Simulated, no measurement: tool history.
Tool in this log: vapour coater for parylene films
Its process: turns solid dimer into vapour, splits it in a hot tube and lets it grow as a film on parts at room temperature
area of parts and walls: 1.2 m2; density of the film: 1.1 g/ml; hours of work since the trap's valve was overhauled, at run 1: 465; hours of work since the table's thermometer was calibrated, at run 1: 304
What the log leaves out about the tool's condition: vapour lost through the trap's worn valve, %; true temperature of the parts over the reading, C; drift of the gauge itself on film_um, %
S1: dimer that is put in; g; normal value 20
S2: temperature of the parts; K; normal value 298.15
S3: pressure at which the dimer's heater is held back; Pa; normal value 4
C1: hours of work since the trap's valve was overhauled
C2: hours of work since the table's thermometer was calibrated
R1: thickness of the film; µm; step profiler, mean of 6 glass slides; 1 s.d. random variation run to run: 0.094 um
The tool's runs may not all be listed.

{"run": 1, "hour": 0.0, "S1": 20, "S2": 298.15, "S3": 4, "C1": 465, "C2": 304, "R1": 10.39}
{"run": 2, "hour": 32.2, "S1": 20, "S2": 298.15, "S3": 4, "C1": 487, "C2": 326, "R1": 10.1}
{"run": 3, "hour": 50.6, "S1": 20, "S2": 298.15, "S3": 4, "C1": 499, "C2": 338, "R1": 9.97}
{"hour": 61.4, "done": "trap's valve overhauled"}
{"run": 4, "hour": 78.9, "S1": 8, "S2": 298.15, "S3": 4, "C1": 12, "C2": 355, "R1": 4.47}
{"run": 5, "hour": 98.0, "S1": 22, "S2": 298.15, "S3": 4, "C1": 25, "C2": 368, "R1": 12.55}
{"run": 6, "hour": 130.3, "S1": 22, "S2": 298.15, "S3": 4, "C1": 47, "C2": 390, "R1": 12.21}

Estimate the outcome of run 7 from the log above:
{"run": 7, "hour": 165.5, "S1": 22, "S2": 298.15, "S3": 4, "C1": 70, "C2": 413, "R1": "?"}

R1: 12.43 µm
Minus the tool's unlogged condition, the same run would have read R1 12.75 µm.
